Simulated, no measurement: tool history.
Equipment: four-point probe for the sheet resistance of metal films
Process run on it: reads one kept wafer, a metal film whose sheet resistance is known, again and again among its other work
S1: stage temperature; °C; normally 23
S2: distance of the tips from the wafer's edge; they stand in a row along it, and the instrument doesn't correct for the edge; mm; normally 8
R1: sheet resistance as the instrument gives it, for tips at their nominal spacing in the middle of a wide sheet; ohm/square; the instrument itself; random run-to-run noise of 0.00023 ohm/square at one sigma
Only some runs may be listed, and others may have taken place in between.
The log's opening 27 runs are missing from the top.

run   hour  S1  S2        R1
 28  467.1  20  29  1.128307
 29  484.7  25  21  1.131985
 30  503.8  22  28  1.129747
 31  524.3  34   5  1.143062
 32  534.1  34   5  1.143141
 33  547.4  34   5  1.143094
 34  567.8  34   5  1.142521
 35  591.5  22   8  1.132371
 36  605.3  28  10  1.135188
 37  623.3  28  10  1.135341
 38  644.6  28  10  1.134939
 39  658.7  25   3  1.148748

What if the next run were any one of these 3? Each begins from the tool's condition after run 39:
  A  678.2  32   8   ?
  B  678.2  23   8   ?
  C  678.2  29  12   ?

run        R1
  A  1.138631
  B  1.133307
  C  1.135051
Take away the tool's hidden state, keep each run's random variation, and the runs would have read:
run        R1
  A  1.132433
  B  1.127135
  C  1.128871
